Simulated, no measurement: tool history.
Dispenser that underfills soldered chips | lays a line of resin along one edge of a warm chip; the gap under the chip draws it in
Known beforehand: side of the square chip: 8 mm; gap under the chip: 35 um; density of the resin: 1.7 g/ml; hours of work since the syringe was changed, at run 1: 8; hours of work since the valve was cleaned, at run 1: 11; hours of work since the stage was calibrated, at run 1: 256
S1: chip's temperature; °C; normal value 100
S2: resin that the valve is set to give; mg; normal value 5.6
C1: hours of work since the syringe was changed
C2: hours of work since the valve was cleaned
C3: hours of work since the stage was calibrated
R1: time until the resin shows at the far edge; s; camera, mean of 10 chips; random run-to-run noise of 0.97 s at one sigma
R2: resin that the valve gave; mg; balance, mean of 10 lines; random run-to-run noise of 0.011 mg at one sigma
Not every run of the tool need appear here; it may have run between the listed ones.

Run 1, hour 0: usual settings; C1 8; C2 11; C3 256. Result: R1 171.5 s, R2 5.57 mg.
At hour 2.1: new syringe of resin.
Run 2, hour 5.4: usual settings; C1 3; C2 15; C3 260. Result: R1 108.9 s, R2 5.54 mg.
Run 3, hour 11.2: usual settings; C1 7; C2 19; C3 264. Result: R1 161 s, R2 5.51 mg.
At hour 14.5: new syringe of resin.
Run 4, hour 18.1: usual settings; C1 3; C2 24; C3 270. Result: R1 109.3 s, R2 5.51 mg.
Run 5, hour 23.2: usual settings; C1 7; C2 28; C3 273. Result: R1 154.8 s, R2 5.49 mg.
At hour 27: new syringe of resin.
Run 6, hour 29: usual settings but S2 5.41 mg; C1 2; C2 32; C3 278. Result: R1 96.1 s, R2 5.29 mg.
Run 7, hour 34.7: usual settings but S2 5.41 mg; C1 6; C2 37; C3 282. Result: R1 141.6 s, R2 5.27 mg.
At hour 39.1: new syringe of resin.
Run 8, hour 41.8: usual settings but S2 5.41 mg; C1 2; C2 42; C3 287. Result: R1 105.3 s, R2 5.25 mg.
At hour 45.3: dispensing valve cleaned and set on the balance.
Run 9, hour 51.2: usual settings but S2 5.29 mg; C1 9; C2 5; C3 294. Result: R1 181.8 s, R2 5.32 mg.
At hour 52.5: new syringe of resin.
Run 10, hour 57.8: usual settings; C1 4; C2 9; C3 299. Result: R1 120.9 s, R2 5.57 mg.
At hour 64.8: new syringe of resin.
Run 11, hour 64.9: usual settings; C1 0; C2 15; C3 304. Result: R1 86.5 s, R2 5.56 mg.
Run 12, hour 73.5: usual settings; C1 7; C2 21; C3 311. Result: R1 147.6 s, R2 5.51 mg.
At hour 77.5: new syringe of resin.
Run 13, hour 83.8: usual settings; C1 5; C2 29; C3 319. Result: R1 130.9 s, R2 5.49 mg.
At hour 89.8: new syringe of resin.
Run 14, hour 93.8: usual settings but S1 106 °C; C1 3; C2 37; C3 326. Result: R1 84.4 s, R2 5.48 mg.
At hour 101.9: new syringe of resin.
Run 15, hour 101.9: usual settings but S1 113 °C; C1 0; C2 43; C3 333. Result: R1 49.2 s, R2 5.43 mg.
At hour 105.5: dispensing valve cleaned and set on the balance.
Run 16, hour 108.4: usual settings but S2 6.19 mg; C1 4; C2 2; C3 337. Result: R1 119.8 s, R2 6.18 mg.
At hour 115.2: new syringe of resin.
Run 17, hour 117: usual settings but S2 6.19 mg; C1 1; C2 9; C3 343. Result: R1 92.8 s, R2 6.16 mg.
Run 18, hour 124.4: usual settings but S2 6.19 mg; C1 7; C2 15; C3 349. Result: R1 151.8 s, R2 6.11 mg.
At hour 127.8: stage's temperature calibrated.
At hour 128.7: new syringe of resin.
Run 19, hour 131: usual settings but S1 95 °C, S2 5.06 mg; C1 2; C2 19; C3 2. Result: R1 136.3 s, R2 4.99 mg.
At hour 140.7: new syringe of resin.
Run 20, hour 140.7: usual settings but S1 110 °C, S2 7.02 mg; C1 0; C2 26; C3 10. Result: R1 58.8 s, R2 6.88 mg.
Run 21, hour 146.6: usual settings but S1 110 °C, S2 7.02 mg; C1 5; C2 31; C3 14. Result: R1 85.4 s, R2 6.85 mg.

Expected results for the next run?
At hour 153.4: new syringe of resin.
Run 22, hour 153.5: usual settings but S1 97 °C, S2 5.73 mg; C1 0; C2 36; C3 19. Result: R1 ?, R2 ?.

R1: 103.6 s
R2: 5.58 mg
The same run, on a tool lacking any hidden state, would have yielded R1 104.2 s, R2 5.73 mg.
